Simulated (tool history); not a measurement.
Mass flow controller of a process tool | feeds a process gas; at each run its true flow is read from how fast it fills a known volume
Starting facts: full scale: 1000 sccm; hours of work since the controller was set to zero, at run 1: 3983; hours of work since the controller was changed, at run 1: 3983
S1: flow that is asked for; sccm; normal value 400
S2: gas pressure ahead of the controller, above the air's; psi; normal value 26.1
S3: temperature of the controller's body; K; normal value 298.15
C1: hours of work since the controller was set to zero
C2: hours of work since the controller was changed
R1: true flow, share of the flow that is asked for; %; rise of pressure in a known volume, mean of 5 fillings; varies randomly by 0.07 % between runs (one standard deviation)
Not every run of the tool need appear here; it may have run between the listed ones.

{"run": 1, "day": 0.0, "S1": 400, "S2": 26.1, "S3": 298.15, "C1": 3983, "C2": 3983, "R1": 95.01}
{"run": 2, "day": 11.917, "S1": 400, "S2": 26.1, "S3": 298.15, "C1": 4133, "C2": 4133, "R1": 94.88}
{"run": 3, "day": 20.438, "S1": 400, "S2": 26.1, "S3": 298.15, "C1": 4240, "C2": 4240, "R1": 94.81}
{"run": 4, "day": 34.429, "S1": 400, "S2": 26.1, "S3": 298.15, "C1": 4417, "C2": 4417, "R1": 94.71}
{"run": 5, "day": 44.612, "S1": 400, "S2": 26.1, "S3": 298.15, "C1": 4545, "C2": 4545, "R1": 94.5}
{"run": 6, "day": 52.471, "S1": 400, "S2": 26.1, "S3": 298.15, "C1": 4644, "C2": 4644, "R1": 94.53}
{"run": 7, "day": 59.396, "S1": 400, "S2": 26.1, "S3": 298.15, "C1": 4731, "C2": 4731, "R1": 94.38}
{"day": 62.808, "done": "controller's zero set anew"}
{"run": 8, "day": 65.9, "S1": 400, "S2": 26.1, "S3": 298.15, "C1": 39, "C2": 4812, "R1": 93.9}
{"run": 9, "day": 80.688, "S1": 400, "S2": 26.1, "S3": 298.15, "C1": 225, "C2": 4998, "R1": 93.7}
{"run": 10, "day": 92.371, "S1": 400, "S2": 26.1, "S3": 298.15, "C1": 372, "C2": 5145, "R1": 93.49}
{"run": 11, "day": 106.512, "S1": 257, "S2": 26.1, "S3": 298.15, "C1": 550, "C2": 5323, "R1": 91.89}
{"run": 12, "day": 118.746, "S1": 400, "S2": 32.6, "S3": 297.15, "C1": 704, "C2": 5477, "R1": 93.66}
{"run": 13, "day": 124.838, "S1": 401, "S2": 32.6, "S3": 298.15, "C1": 781, "C2": 5554, "R1": 93.68}
{"day": 130.438, "done": "controller's zero set anew, once more"}
{"run": 14, "day": 135.854, "S1": 401, "S2": 32.6, "S3": 298.15, "C1": 68, "C2": 5692, "R1": 95.83}
{"run": 15, "day": 150.092, "S1": 422, "S2": 28, "S3": 310.15, "C1": 247, "C2": 5872, "R1": 94.24}
{"run": 16, "day": 160.6, "S1": 549, "S2": 37, "S3": 298.15, "C1": 380, "C2": 6004, "R1": 95.98}
{"run": 17, "day": 170.467, "S1": 192, "S2": 26.3, "S3": 297.15, "C1": 504, "C2": 6128, "R1": 94.7}
{"run": 18, "day": 183.717, "S1": 617, "S2": 25.4, "S3": 310.15, "C1": 671, "C2": 6295, "R1": 94.14}
{"run": 19, "day": 191.804, "S1": 617, "S2": 25.4, "S3": 310.15, "C1": 772, "C2": 6397, "R1": 94.06}
{"run": 20, "day": 202.45, "S1": 400, "S2": 32.9, "S3": 301.15, "C1": 906, "C2": 6531, "R1": 94.7}
{"run": 21, "day": 213.471, "S1": 400, "S2": 32.9, "S3": 301.15, "C1": 1045, "C2": 6669, "R1": 94.66}

Forecast each of these 5 alternatives for the next run:
{"run": "A", "day": 226.471, "S1": 139, "S2": 28, "S3": 300.15, "C1": 1209, "C2": 6833, "R1": "?"}
{"run": "B", "day": 226.471, "S1": 539, "S2": 25.2, "S3": 295.15, "C1": 1209, "C2": 6833, "R1": "?"}
{"run": "C", "day": 226.471, "S1": 542, "S2": 32.9, "S3": 301.15, "C1": 1209, "C2": 6833, "R1": "?"}
{"run": "D", "day": 226.471, "S1": 343, "S2": 26.1, "S3": 302.15, "C1": 1209, "C2": 6833, "R1": "?"}
{"run": "E", "day": 226.471, "S1": 351, "S2": 33.2, "S3": 309.15, "C1": 1209, "C2": 6833, "R1": "?"}

run=A R1=93.14
run=B R1=95.07
run=C R1=94.86
run=D R1=93.82
run=E R1=93.63
With the hidden condition removed and each run's random variation left untouched, the same runs would have given:
run=A R1=98.27
run=B R1=99.34
run=C R1=99.13
run=D R1=98.26
run=E R1=98.07

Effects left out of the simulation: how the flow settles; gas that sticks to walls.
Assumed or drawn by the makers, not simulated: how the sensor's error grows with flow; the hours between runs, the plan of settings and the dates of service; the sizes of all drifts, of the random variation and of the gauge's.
